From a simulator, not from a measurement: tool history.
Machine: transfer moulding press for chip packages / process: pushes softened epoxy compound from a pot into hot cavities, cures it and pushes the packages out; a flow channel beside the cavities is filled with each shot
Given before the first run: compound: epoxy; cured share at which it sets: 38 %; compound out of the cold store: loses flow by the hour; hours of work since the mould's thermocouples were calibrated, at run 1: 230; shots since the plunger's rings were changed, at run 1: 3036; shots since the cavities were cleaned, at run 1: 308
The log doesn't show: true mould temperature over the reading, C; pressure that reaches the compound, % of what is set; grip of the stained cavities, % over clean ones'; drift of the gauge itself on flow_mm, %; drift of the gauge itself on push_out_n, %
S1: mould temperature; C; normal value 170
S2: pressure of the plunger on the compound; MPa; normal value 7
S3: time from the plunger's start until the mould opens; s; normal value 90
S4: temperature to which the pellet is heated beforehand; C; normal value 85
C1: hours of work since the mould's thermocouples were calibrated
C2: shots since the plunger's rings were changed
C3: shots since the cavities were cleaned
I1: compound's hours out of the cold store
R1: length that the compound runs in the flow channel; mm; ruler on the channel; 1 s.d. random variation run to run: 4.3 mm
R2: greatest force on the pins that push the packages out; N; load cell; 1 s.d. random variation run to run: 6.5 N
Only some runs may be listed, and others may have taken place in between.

run 1 hour=0 | S1=170 S2=7 S3=90 S4=85 | C1=230 C2=3036 C3=308 | I1=47.4 | R1=511 R2=338
run 2 hour=29.5 | S1=170 S2=7 S3=89 S4=85 | C1=242 C2=3255 C3=527 | I1=16.7 | R1=582 R2=405
run 3 hour=56.8 | S1=170 S2=7 S3=89 S4=85 | C1=254 C2=3457 C3=729 | I1=15.8 | R1=586 R2=441
-- hour=67.1 cavities cleaned with cleaning compound and waxed
run 4 hour=94.3 | S1=170 S2=7 S3=89 S4=85 | C1=269 C2=3724 C3=202 | I1=10.9 | R1=597 R2=471
-- hour=122 plunger's sealing rings changed
run 5 hour=124.7 | S1=170 S2=7 S3=90 S4=85 | C1=280 C2=20 C3=409 | I1=9.2 | R1=647 R2=479
-- hour=147.1 cavities cleaned with cleaning compound and waxed, once more
run 6 hour=147.1 | S1=170 S2=7 S3=90 S4=85 | C1=289 C2=175 C3=0 | I1=15.8 | R1=616 R2=277
run 7 hour=171 | S1=170 S2=7 S3=90 S4=85 | C1=299 C2=352 C3=177 | I1=22.5 | R1=596 R2=326
run 8 hour=201.6 | S1=170 S2=7 S3=90 S4=85 | C1=312 C2=579 C3=404 | I1=42.1 | R1=536 R2=380
run 9 hour=238.9 | S1=170 S2=7 S3=90 S4=85 | C1=327 C2=855 C3=680 | I1=34.4 | R1=552 R2=416
-- hour=253.9 cavities cleaned with cleaning compound and waxed
run 10 hour=261.6 | S1=164 S2=7 S3=90 S4=85 | C1=336 C2=1012 C3=57 | I1=8 | R1=644 R2=440
run 11 hour=283.3 | S1=170 S2=7 S3=72 S4=85 | C1=345 C2=1173 C3=218 | I1=17.6 | R1=600 R2=534
run 12 hour=309 | S1=170 S2=7 S3=99 S4=85 | C1=356 C2=1364 C3=409 | I1=19.9 | R1=595 R2=349
run 13 hour=335.2 | S1=170 S2=7 S3=99 S4=85 | C1=367 C2=1558 C3=603 | I1=30.7 | R1=560 R2=369
-- hour=362.4 cavities cleaned with cleaning compound and waxed
run 14 hour=365.1 | S1=170 S2=7 S3=90 S4=85 | C1=379 C2=1769 C3=20 | I1=27.9 | R1=571 R2=282
-- hour=402.6 mould's thermocouples calibrated
run 15 hour=410.1 | S1=170 S2=5.75 S3=74 S4=91 | C1=3 C2=2088 C3=339 | I1=17 | R1=541 R2=517
run 16 hour=450.5 | S1=170 S2=5.75 S3=74 S4=91 | C1=20 C2=2388 C3=639 | I1=31.6 | R1=498 R2=519
-- hour=474.4 cavities cleaned with cleaning compound and waxed
run 17 hour=492.1 | S1=166 S2=8.67 S3=125 S4=80 | C1=37 C2=2685 C3=132 | I1=16.1 | R1=668 R2=261
run 18 hour=526 | S1=166 S2=8.67 S3=125 S4=80 | C1=51 C2=2936 C3=383 | I1=28 | R1=617 R2=313
run 19 hour=550.4 | S1=170 S2=7.08 S3=71 S4=79 | C1=61 C2=3117 C3=564 | I1=22 | R1=569 R2=601
-- hour=583.8 cavities cleaned with cleaning compound and waxed
run 20 hour=593 | S1=163 S2=7 S3=90 S4=85 | C1=78 C2=3422 C3=69 | I1=8.1 | R1=622 R2=467
run 21 hour=635.1 | S1=167 S2=5.51 S3=90 S4=85 | C1=96 C2=3734 C3=381 | I1=10.8 | R1=533 R2=421
run 22 hour=653.5 | S1=165 S2=5.51 S3=84 S4=85 | C1=104 C2=3870 C3=517 | I1=25.3 | R1=506 R2=538
-- hour=664.3 plunger's sealing rings changed
-- hour=693.2 cavities cleaned with cleaning compound and waxed
run 23 hour=695.2 | S1=178 S2=6.52 S3=115 S4=86 | C1=119 C2=219 C3=15 | I1=13.3 | R1=598 R2=228
run 24 hour=725.6 | S1=178 S2=6.52 S3=115 S4=86 | C1=132 C2=444 C3=240 | I1=35.5 | R1=530 R2=280
run 25 hour=766.4 | S1=178 S2=6.52 S3=115 S4=86 | C1=149 C2=746 C3=542 | I1=38.5 | R1=521 R2=328
run 26 hour=790.8 | S1=170 S2=8.77 S3=90 S4=80 | C1=159 C2=928 C3=724 | I1=31.4 | R1=631 R2=418
-- hour=802.2 cavities cleaned with cleaning compound and waxed
run 27 hour=822.9 | S1=170 S2=7 S3=92 S4=85 | C1=172 C2=1155 C3=154 | I1=19.9 | R1=596 R2=314

Consider 4 possible next runs. They are alternatives, not a sequence: every one starts from the tool as it was left by run 27. What does each give?
run A hour=860.8 | S1=166 S2=7 S3=92 S4=83 | C1=188 C2=1436 C3=435 | I1=39.8 | R1=? R2=?
run B hour=860.8 | S1=170 S2=8.18 S3=92 S4=78 | C1=188 C2=1436 C3=435 | I1=13.1 | R1=? R2=?
run C hour=860.8 | S1=170 S2=7 S3=90 S4=92 | C1=188 C2=1436 C3=435 | I1=35.2 | R1=? R2=?
run D hour=860.8 | S1=170 S2=7 S3=92 S4=79 | C1=188 C2=1436 C3=435 | I1=33.8 | R1=? R2=?

run=A R1=544 R2=417
run=B R1=672 R2=376
run=C R1=547 R2=351
run=D R1=552 R2=345
Without the tool's hidden state the same runs would have given:
run=A R1=557 R2=295
run=B R1=688 R2=264
run=C R1=561 R2=248
run=D R1=566 R2=244
